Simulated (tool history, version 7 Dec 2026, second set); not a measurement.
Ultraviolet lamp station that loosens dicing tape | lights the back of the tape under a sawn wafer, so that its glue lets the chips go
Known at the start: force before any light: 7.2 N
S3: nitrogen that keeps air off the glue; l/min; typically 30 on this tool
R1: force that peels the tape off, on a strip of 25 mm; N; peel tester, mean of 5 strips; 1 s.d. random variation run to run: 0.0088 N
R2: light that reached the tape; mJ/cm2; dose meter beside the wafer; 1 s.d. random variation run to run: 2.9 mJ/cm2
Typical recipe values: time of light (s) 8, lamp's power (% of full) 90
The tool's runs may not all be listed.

{"run": 1, "day": 0.0, "time of light (s)": 8, "lamp's power (% of full)": 90, "S3": 30, "R1": 0.649, "R2": 317}
{"run": 2, "day": 1.117, "time of light (s)": 8, "lamp's power (% of full)": 90, "S3": 30, "R1": 0.624, "R2": 317}
{"run": 3, "day": 2.096, "time of light (s)": 8, "lamp's power (% of full)": 90, "S3": 30, "R1": 0.659, "R2": 316}
{"run": 4, "day": 2.954, "time of light (s)": 8, "lamp's power (% of full)": 90, "S3": 26, "R1": 0.743, "R2": 313}
{"run": 5, "day": 4.254, "time of light (s)": 8, "lamp's power (% of full)": 90, "S3": 26, "R1": 0.751, "R2": 310}
{"run": 6, "day": 5.642, "time of light (s)": 8, "lamp's power (% of full)": 90, "S3": 26, "R1": 0.733, "R2": 308}
{"run": 7, "day": 7.288, "time of light (s)": 8, "lamp's power (% of full)": 90, "S3": 26, "R1": 0.784, "R2": 306}
{"run": 8, "day": 9.062, "time of light (s)": 8, "lamp's power (% of full)": 90, "S3": 26, "R1": 0.82, "R2": 305}
{"run": 9, "day": 10.829, "time of light (s)": 8, "lamp's power (% of full)": 90, "S3": 26, "R1": 0.435, "R2": 407}
{"run": 10, "day": 12.638, "time of light (s)": 8, "lamp's power (% of full)": 76, "S3": 30, "R1": 0.569, "R2": 336}
{"run": 11, "day": 14.608, "time of light (s)": 8, "lamp's power (% of full)": 76, "S3": 30, "R1": 0.577, "R2": 341}
{"run": 12, "day": 15.458, "time of light (s)": 8, "lamp's power (% of full)": 76, "S3": 30, "R1": 0.577, "R2": 334}
{"run": 13, "day": 17.358, "time of light (s)": 8, "lamp's power (% of full)": 76, "S3": 30, "R1": 0.569, "R2": 337}
{"run": 14, "day": 19.029, "time of light (s)": 8, "lamp's power (% of full)": 90, "S3": 30, "R1": 0.404, "R2": 392}
{"run": 15, "day": 20.658, "time of light (s)": 8, "lamp's power (% of full)": 90, "S3": 30, "R1": 0.445, "R2": 390}
{"run": 16, "day": 21.492, "time of light (s)": 8, "lamp's power (% of full)": 90, "S3": 30, "R1": 0.417, "R2": 389}
{"run": 17, "day": 22.85, "time of light (s)": 8, "lamp's power (% of full)": 90, "S3": 30, "R1": 0.437, "R2": 382}
{"run": 18, "day": 24.392, "time of light (s)": 8, "lamp's power (% of full)": 61, "S3": 58, "R1": 0.606, "R2": 260}
{"run": 19, "day": 25.954, "time of light (s)": 5, "lamp's power (% of full)": 92, "S3": 25, "R1": 1.237, "R2": 242}
{"run": 20, "day": 27.0, "time of light (s)": 7, "lamp's power (% of full)": 86, "S3": 28, "R1": 0.611, "R2": 333}
{"run": 21, "day": 29.029, "time of light (s)": 7, "lamp's power (% of full)": 74, "S3": 28, "R1": 0.87, "R2": 281}
{"run": 22, "day": 30.046, "time of light (s)": 6, "lamp's power (% of full)": 90, "S3": 10, "R1": 1.627, "R2": 298}
{"run": 23, "day": 31.012, "time of light (s)": 13, "lamp's power (% of full)": 90, "S3": 20, "R1": 0.239, "R2": 640}
{"run": 24, "day": 32.529, "time of light (s)": 13, "lamp's power (% of full)": 90, "S3": 20, "R1": 0.235, "R2": 639}
{"run": 25, "day": 33.7, "time of light (s)": 13, "lamp's power (% of full)": 90, "S3": 20, "R1": 0.241, "R2": 624}
{"run": 26, "day": 34.55, "time of light (s)": 8, "lamp's power (% of full)": 96, "S3": 18, "R1": 0.611, "R2": 408}
{"run": 27, "day": 36.496, "time of light (s)": 8, "lamp's power (% of full)": 96, "S3": 18, "R1": 0.623, "R2": 407}
{"run": 28, "day": 37.329, "time of light (s)": 7, "lamp's power (% of full)": 82, "S3": 18, "R1": 1.073, "R2": 302}
{"run": 29, "day": 38.779, "time of light (s)": 7, "lamp's power (% of full)": 82, "S3": 18, "R1": 1.089, "R2": 296}
{"run": 30, "day": 40.35, "time of light (s)": 7, "lamp's power (% of full)": 82, "S3": 18, "R1": 1.105, "R2": 296}
{"run": 31, "day": 41.529, "time of light (s)": 9, "lamp's power (% of full)": 81, "S3": 56, "R1": 0.305, "R2": 379}
{"run": 32, "day": 43.121, "time of light (s)": 9, "lamp's power (% of full)": 81, "S3": 29, "R1": 0.486, "R2": 367}
{"run": 33, "day": 44.788, "time of light (s)": 9, "lamp's power (% of full)": 86, "S3": 17, "R1": 0.696, "R2": 386}

Not shown: 2 entries that the log had between the listed runs. Between which runs, and how does the tool's hidden state differ before and after?
Logged between run 8 and run 9: lamp changed (day 10.358)
  lamp's light, % of a new lamp's: 73.5 -> 99.5; light that the window lets through, % of a clean one's: 97.4 -> 97.1
  measured value less the no-hidden-state value, R1: +0.401 -> +0.03 N; R2: -121 -> -14 mJ/cm2
Logged between run 19 and run 20: window cleaned of glue's vapour (day 27)
  lamp's light, % of a new lamp's: 94.9 -> 94.5; light that the window lets through, % of a clean one's: 94.2 -> 99.9
  measured value less the no-hidden-state value, R1: +0.217 -> +0.068 N; R2: -29 -> -20 mJ/cm2

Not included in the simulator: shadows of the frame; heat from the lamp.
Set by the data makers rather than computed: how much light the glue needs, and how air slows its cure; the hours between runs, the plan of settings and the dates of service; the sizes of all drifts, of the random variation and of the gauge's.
